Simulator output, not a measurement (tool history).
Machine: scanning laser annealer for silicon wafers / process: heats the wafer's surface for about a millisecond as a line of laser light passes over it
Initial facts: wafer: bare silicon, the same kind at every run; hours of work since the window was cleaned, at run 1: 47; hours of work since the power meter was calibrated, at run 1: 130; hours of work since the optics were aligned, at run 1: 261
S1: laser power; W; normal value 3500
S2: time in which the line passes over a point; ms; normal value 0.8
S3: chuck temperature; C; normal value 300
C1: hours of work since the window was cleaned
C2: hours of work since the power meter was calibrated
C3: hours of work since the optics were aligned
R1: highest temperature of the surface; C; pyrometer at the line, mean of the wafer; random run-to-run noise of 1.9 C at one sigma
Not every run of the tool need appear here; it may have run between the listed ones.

run 1 hour=0 | S1=3500 S2=0.8 S3=300 | C1=47 C2=130 C3=261 | R1=1117
run 2 hour=7.8 | S1=3500 S2=0.8 S3=300 | C1=50 C2=133 C3=264 | R1=1115
run 3 hour=18.6 | S1=3500 S2=0.8 S3=300 | C1=54 C2=138 C3=268 | R1=1120
run 4 hour=26.3 | S1=3500 S2=0.8 S3=300 | C1=58 C2=141 C3=272 | R1=1116
run 5 hour=31.5 | S1=3633 S2=0.8 S3=300 | C1=60 C2=143 C3=274 | R1=1150
run 6 hour=37 | S1=3500 S2=0.8 S3=300 | C1=62 C2=145 C3=276 | R1=1118
run 7 hour=43.9 | S1=3500 S2=0.8 S3=300 | C1=65 C2=148 C3=279 | R1=1116
run 8 hour=53.2 | S1=3500 S2=0.8 S3=300 | C1=69 C2=152 C3=283 | R1=1117

The next listed run, before its measurement:
run 9 hour=64.8 | S1=3152 S2=0.68 S3=306 | C1=74 C2=157 C3=287 | R1=?

Run 9 gave R1 962 C.
Minus the tool's unlogged condition, the same run would have read R1 963 C.
